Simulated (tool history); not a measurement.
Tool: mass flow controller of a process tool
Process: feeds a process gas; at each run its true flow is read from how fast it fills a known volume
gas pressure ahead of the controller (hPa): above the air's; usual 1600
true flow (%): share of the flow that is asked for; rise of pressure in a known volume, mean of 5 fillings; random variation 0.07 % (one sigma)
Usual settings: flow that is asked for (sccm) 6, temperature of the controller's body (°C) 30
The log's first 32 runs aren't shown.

run,day,flow that is asked for (sccm),gas pressure ahead of the controller (hPa),temperature of the controller's body (°C),hours of work since the controller was set to zero,hours of work since the controller was changed,true flow (%)
33,152.158,6,2120,39,3964,3964,98.37
34,158.467,9,2120,39,4081,4081,100.05
35,161.612,9,1820,20,4139,4139,98.11
36,167.375,6,1730,30,4246,4246,97.73
37,170.717,11,1880,30,4308,4308,99.97
38,177.346,11,1880,30,4431,4431,99.95
39,181.417,11,2660,28,4506,4506,99.53
40,187.096,11,2660,28,4611,4611,99.53
41,191.017,11,1600,21,4684,4684,99.23
42,196.588,10,1890,33,4787,4787,100.06
43,202.321,10,1890,33,4893,4893,100.02
44,206.429,10,2110,35,4969,4969,100.18
45,212.896,6,1710,32,5089,5089,97.81
46,215.6,8,1510,26,5139,5139,98.48
47,218.746,12,1600,27,5197,5197,100.29

4 ways to go on from here, each from the tool as it stands after run 47. What would each give?
A,222.654,12,1850,27,5270,5270,?
B,222.654,6,1600,25,5270,5270,?
C,222.654,16,2770,27,5270,5270,?
D,222.654,17,1600,27,5270,5270,?

run,true flow (%)
A,100.32
B,97.16
C,101.08
D,101.71
Without the tool's hidden state the same runs would have given:
run,true flow (%)
A,98.97
B,97.75
C,99.24
D,99.78
